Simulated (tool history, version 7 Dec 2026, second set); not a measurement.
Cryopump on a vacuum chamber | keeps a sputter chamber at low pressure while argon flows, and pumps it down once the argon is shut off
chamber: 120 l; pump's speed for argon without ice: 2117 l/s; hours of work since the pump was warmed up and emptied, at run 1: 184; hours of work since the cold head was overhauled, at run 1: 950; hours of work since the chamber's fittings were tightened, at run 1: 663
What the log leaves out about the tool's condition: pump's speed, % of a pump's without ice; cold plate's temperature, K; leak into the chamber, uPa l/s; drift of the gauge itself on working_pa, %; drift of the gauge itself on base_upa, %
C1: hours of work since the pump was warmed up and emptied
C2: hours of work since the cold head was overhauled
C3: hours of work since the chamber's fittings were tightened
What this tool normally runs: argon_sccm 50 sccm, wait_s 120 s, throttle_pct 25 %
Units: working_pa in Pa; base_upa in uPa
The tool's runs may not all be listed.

{"run": 1, "hour": 0.0, "argon_sccm": 50, "wait_s": 120, "throttle_pct": 25, "C1": 184, "C2": 950, "C3": 663, "working_pa": 0.165, "base_upa": 0.96}
{"run": 2, "hour": 35.2, "argon_sccm": 50, "wait_s": 120, "throttle_pct": 25, "C1": 212, "C2": 978, "C3": 690, "working_pa": 0.167, "base_upa": 1.02}
{"run": 3, "hour": 65.8, "argon_sccm": 46, "wait_s": 120, "throttle_pct": 25, "C1": 235, "C2": 1001, "C3": 714, "working_pa": 0.154, "base_upa": 1.05}
{"run": 4, "hour": 101.9, "argon_sccm": 46, "wait_s": 120, "throttle_pct": 25, "C1": 263, "C2": 1029, "C3": 742, "working_pa": 0.1553, "base_upa": 1.13}
{"run": 5, "hour": 130.7, "argon_sccm": 50, "wait_s": 120, "throttle_pct": 57, "C1": 286, "C2": 1052, "C3": 764, "working_pa": 0.0804, "base_upa": 1.09}
{"run": 6, "hour": 169.6, "argon_sccm": 50, "wait_s": 120, "throttle_pct": 57, "C1": 316, "C2": 1082, "C3": 794, "working_pa": 0.0806, "base_upa": 1.18}
{"run": 7, "hour": 191.0, "argon_sccm": 50, "wait_s": 120, "throttle_pct": 57, "C1": 332, "C2": 1098, "C3": 811, "working_pa": 0.0831, "base_upa": 1.18}
{"hour": 207.2, "done": "pump warmed up, emptied and cooled again"}
{"run": 8, "hour": 235.6, "argon_sccm": 41, "wait_s": 120, "throttle_pct": 25, "C1": 22, "C2": 1129, "C3": 842, "working_pa": 0.1312, "base_upa": 1.05}
{"run": 9, "hour": 266.2, "argon_sccm": 41, "wait_s": 120, "throttle_pct": 25, "C1": 46, "C2": 1153, "C3": 865, "working_pa": 0.1327, "base_upa": 1.03}
{"run": 10, "hour": 291.0, "argon_sccm": 76, "wait_s": 120, "throttle_pct": 25, "C1": 65, "C2": 1172, "C3": 884, "working_pa": 0.2436, "base_upa": 1.1}
{"run": 11, "hour": 309.7, "argon_sccm": 31, "wait_s": 120, "throttle_pct": 25, "C1": 79, "C2": 1187, "C3": 899, "working_pa": 0.101, "base_upa": 1.05}
{"run": 12, "hour": 348.6, "argon_sccm": 31, "wait_s": 120, "throttle_pct": 29, "C1": 110, "C2": 1217, "C3": 929, "working_pa": 0.0878, "base_upa": 1.09}
{"run": 13, "hour": 372.5, "argon_sccm": 31, "wait_s": 120, "throttle_pct": 29, "C1": 128, "C2": 1235, "C3": 948, "working_pa": 0.0874, "base_upa": 1.11}
{"run": 14, "hour": 392.3, "argon_sccm": 31, "wait_s": 120, "throttle_pct": 29, "C1": 143, "C2": 1251, "C3": 963, "working_pa": 0.0888, "base_upa": 1.16}
{"run": 15, "hour": 418.9, "argon_sccm": 46, "wait_s": 120, "throttle_pct": 25, "C1": 164, "C2": 1271, "C3": 984, "working_pa": 0.1513, "base_upa": 1.22}
{"run": 16, "hour": 452.8, "argon_sccm": 46, "wait_s": 27, "throttle_pct": 25, "C1": 190, "C2": 1297, "C3": 1010, "working_pa": 0.1515, "base_upa": 2.73}
{"run": 17, "hour": 472.5, "argon_sccm": 50, "wait_s": 75, "throttle_pct": 36, "C1": 206, "C2": 1313, "C3": 1025, "working_pa": 0.1181, "base_upa": 1.49}
{"run": 18, "hour": 509.7, "argon_sccm": 50, "wait_s": 226, "throttle_pct": 39, "C1": 234, "C2": 1342, "C3": 1054, "working_pa": 0.1096, "base_upa": 1.05}
{"run": 19, "hour": 550.6, "argon_sccm": 27, "wait_s": 25, "throttle_pct": 34, "C1": 266, "C2": 1373, "C3": 1086, "working_pa": 0.0692, "base_upa": 2.91}
{"run": 20, "hour": 571.9, "argon_sccm": 59, "wait_s": 25, "throttle_pct": 34, "C1": 283, "C2": 1390, "C3": 1102, "working_pa": 0.1511, "base_upa": 2.97}
{"run": 21, "hour": 605.6, "argon_sccm": 92, "wait_s": 33, "throttle_pct": 49, "C1": 309, "C2": 1416, "C3": 1128, "working_pa": 0.1706, "base_upa": 2.54}
{"run": 22, "hour": 633.9, "argon_sccm": 92, "wait_s": 245, "throttle_pct": 24, "C1": 331, "C2": 1438, "C3": 1150, "working_pa": 0.3313, "base_upa": 1.19}
{"hour": 652.8, "done": "pump warmed up, emptied and cooled again"}
{"run": 23, "hour": 673.7, "argon_sccm": 92, "wait_s": 245, "throttle_pct": 24, "C1": 16, "C2": 1465, "C3": 1177, "working_pa": 0.3086, "base_upa": 0.96}
{"run": 24, "hour": 704.9, "argon_sccm": 92, "wait_s": 117, "throttle_pct": 24, "C1": 40, "C2": 1489, "C3": 1201, "working_pa": 0.3102, "base_upa": 1.24}
{"run": 25, "hour": 726.8, "argon_sccm": 92, "wait_s": 117, "throttle_pct": 24, "C1": 57, "C2": 1506, "C3": 1218, "working_pa": 0.3119, "base_upa": 1.31}
{"run": 26, "hour": 765.2, "argon_sccm": 92, "wait_s": 117, "throttle_pct": 24, "C1": 87, "C2": 1536, "C3": 1248, "working_pa": 0.3116, "base_upa": 1.34}
{"run": 27, "hour": 802.6, "argon_sccm": 84, "wait_s": 120, "throttle_pct": 25, "C1": 116, "C2": 1565, "C3": 1277, "working_pa": 0.2736, "base_upa": 1.3}
{"run": 28, "hour": 826.4, "argon_sccm": 84, "wait_s": 140, "throttle_pct": 39, "C1": 135, "C2": 1583, "C3": 1296, "working_pa": 0.1794, "base_upa": 1.28}
{"run": 29, "hour": 850.7, "argon_sccm": 35, "wait_s": 120, "throttle_pct": 25, "C1": 153, "C2": 1602, "C3": 1314, "working_pa": 0.1158, "base_upa": 1.37}
{"run": 30, "hour": 872.1, "argon_sccm": 35, "wait_s": 120, "throttle_pct": 48, "C1": 170, "C2": 1619, "C3": 1331, "working_pa": 0.0624, "base_upa": 1.41}
{"run": 31, "hour": 910.9, "argon_sccm": 42, "wait_s": 120, "throttle_pct": 17, "C1": 200, "C2": 1649, "C3": 1361, "working_pa": 0.2038, "base_upa": 1.41}

4 options for the next run, each taken on its own from the tool as it stands now. Forecast them:
{"run": "A", "hour": 942.7, "argon_sccm": 42, "wait_s": 28, "throttle_pct": 17, "C1": 225, "C2": 1673, "C3": 1386, "working_pa": "?", "base_upa": "?"}
{"run": "B", "hour": 942.7, "argon_sccm": 50, "wait_s": 120, "throttle_pct": 59, "C1": 225, "C2": 1673, "C3": 1386, "working_pa": "?", "base_upa": "?"}
{"run": "C", "hour": 942.7, "argon_sccm": 49, "wait_s": 143, "throttle_pct": 44, "C1": 225, "C2": 1673, "C3": 1386, "working_pa": "?", "base_upa": "?"}
{"run": "D", "hour": 942.7, "argon_sccm": 57, "wait_s": 41, "throttle_pct": 46, "C1": 225, "C2": 1673, "C3": 1386, "working_pa": "?", "base_upa": "?"}

run=A working_pa=0.2041 base_upa=2.95
run=B working_pa=0.0754 base_upa=1.49
run=C working_pa=0.096 base_upa=1.38
run=D working_pa=0.1088 base_upa=2.36
Stripped of hidden state, with their random variation kept, the same runs would have yielded:
run=A working_pa=0.1972 base_upa=2.05
run=B working_pa=0.0671 base_upa=0.6
run=C working_pa=0.0878 base_upa=0.48
run=D working_pa=0.0993 base_upa=1.45
